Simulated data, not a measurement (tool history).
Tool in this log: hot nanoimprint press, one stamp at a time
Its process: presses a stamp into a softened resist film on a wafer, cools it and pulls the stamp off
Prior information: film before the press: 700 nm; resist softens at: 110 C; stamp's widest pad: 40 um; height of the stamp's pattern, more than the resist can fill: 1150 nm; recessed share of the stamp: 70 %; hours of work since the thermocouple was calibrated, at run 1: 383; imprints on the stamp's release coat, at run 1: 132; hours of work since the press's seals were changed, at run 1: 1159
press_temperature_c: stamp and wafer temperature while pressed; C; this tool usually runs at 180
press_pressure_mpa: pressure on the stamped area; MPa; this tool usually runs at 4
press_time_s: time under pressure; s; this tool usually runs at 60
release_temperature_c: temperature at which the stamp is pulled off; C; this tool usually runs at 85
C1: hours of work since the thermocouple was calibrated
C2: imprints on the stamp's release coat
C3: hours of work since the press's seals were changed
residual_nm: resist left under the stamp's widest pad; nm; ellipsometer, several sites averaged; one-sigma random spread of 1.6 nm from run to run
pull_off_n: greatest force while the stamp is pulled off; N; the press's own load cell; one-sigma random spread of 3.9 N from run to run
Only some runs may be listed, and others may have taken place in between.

run 1 day=0 | press_temperature_c=180 press_pressure_mpa=4 press_time_s=60 release_temperature_c=85 | C1=383 C2=132 C3=1159 | residual_nm=273.9 pull_off_n=199
-- day=1.033 plate thermocouple calibrated
run 2 day=2.15 | press_temperature_c=180 press_pressure_mpa=4 press_time_s=60 release_temperature_c=85 | C1=19 C2=284 C3=1193 | residual_nm=275.9 pull_off_n=199
run 3 day=5.008 | press_temperature_c=180 press_pressure_mpa=3.27 press_time_s=60 release_temperature_c=85 | C1=67 C2=497 C3=1241 | residual_nm=297.4 pull_off_n=219
run 4 day=7.058 | press_temperature_c=180 press_pressure_mpa=4 press_time_s=60 release_temperature_c=72 | C1=102 C2=650 C3=1276 | residual_nm=275.7 pull_off_n=263
-- day=8.829 press's hydraulic seals changed and the load cell set to zero
run 5 day=9.021 | press_temperature_c=180 press_pressure_mpa=4 press_time_s=60 release_temperature_c=72 | C1=129 C2=772 C3=3 | residual_nm=268 pull_off_n=277
-- day=9.592 stamp cleaned and given a new release coat
run 6 day=11.938 | press_temperature_c=180 press_pressure_mpa=4 press_time_s=60 release_temperature_c=85 | C1=174 C2=175 C3=48 | residual_nm=267 pull_off_n=202
run 7 day=14.071 | press_temperature_c=180 press_pressure_mpa=4 press_time_s=60 release_temperature_c=88 | C1=210 C2=334 C3=84 | residual_nm=267.3 pull_off_n=196
-- day=14.4 plate thermocouple calibrated, once more
run 8 day=17.117 | press_temperature_c=180 press_pressure_mpa=5.71 press_time_s=60 release_temperature_c=85 | C1=46 C2=552 C3=133 | residual_nm=215.7 pull_off_n=219
run 9 day=18.888 | press_temperature_c=180 press_pressure_mpa=5.71 press_time_s=60 release_temperature_c=85 | C1=76 C2=685 C3=163 | residual_nm=217 pull_off_n=229
-- day=20.633 stamp cleaned and given a new release coat
run 10 day=22.021 | press_temperature_c=177 press_pressure_mpa=4.49 press_time_s=98 release_temperature_c=92 | C1=124 C2=104 C3=212 | residual_nm=229.5 pull_off_n=172
run 11 day=24.896 | press_temperature_c=177 press_pressure_mpa=4.49 press_time_s=98 release_temperature_c=92 | C1=173 C2=319 C3=260 | residual_nm=231.6 pull_off_n=189
run 12 day=26.921 | press_temperature_c=177 press_pressure_mpa=4.49 press_time_s=98 release_temperature_c=92 | C1=207 C2=470 C3=295 | residual_nm=232.1 pull_off_n=191
run 13 day=28.608 | press_temperature_c=179 press_pressure_mpa=5.86 press_time_s=60 release_temperature_c=85 | C1=235 C2=596 C3=323 | residual_nm=229 pull_off_n=216
run 14 day=30.804 | press_temperature_c=179 press_pressure_mpa=5.86 press_time_s=60 release_temperature_c=85 | C1=272 C2=760 C3=360 | residual_nm=230.9 pull_off_n=231
-- day=31.483 stamp cleaned and given a new release coat
run 15 day=32.321 | press_temperature_c=185 press_pressure_mpa=3.53 press_time_s=60 release_temperature_c=85 | C1=294 C2=63 C3=381 | residual_nm=227.5 pull_off_n=192

Below are 3 alternative next runs, each starting from the tool's condition after run 15. Predict each:
run A day=34.25 | press_temperature_c=185 press_pressure_mpa=3.53 press_time_s=42 release_temperature_c=85 | C1=326 C2=207 C3=414 | residual_nm=? pull_off_n=?
run B day=34.25 | press_temperature_c=180 press_pressure_mpa=4.37 press_time_s=60 release_temperature_c=85 | C1=326 C2=207 C3=414 | residual_nm=? pull_off_n=?
run C day=34.25 | press_temperature_c=191 press_pressure_mpa=3.53 press_time_s=60 release_temperature_c=85 | C1=326 C2=207 C3=414 | residual_nm=? pull_off_n=?

run=A residual_nm=263.6 pull_off_n=203
run=B residual_nm=253.3 pull_off_n=203
run=C residual_nm=179.3 pull_off_n=196
Without the tool's unlogged condition, the same runs would have read:
run=A residual_nm=253.8 pull_off_n=188
run=B residual_nm=242.5 pull_off_n=188
run=C residual_nm=172.6 pull_off_n=182
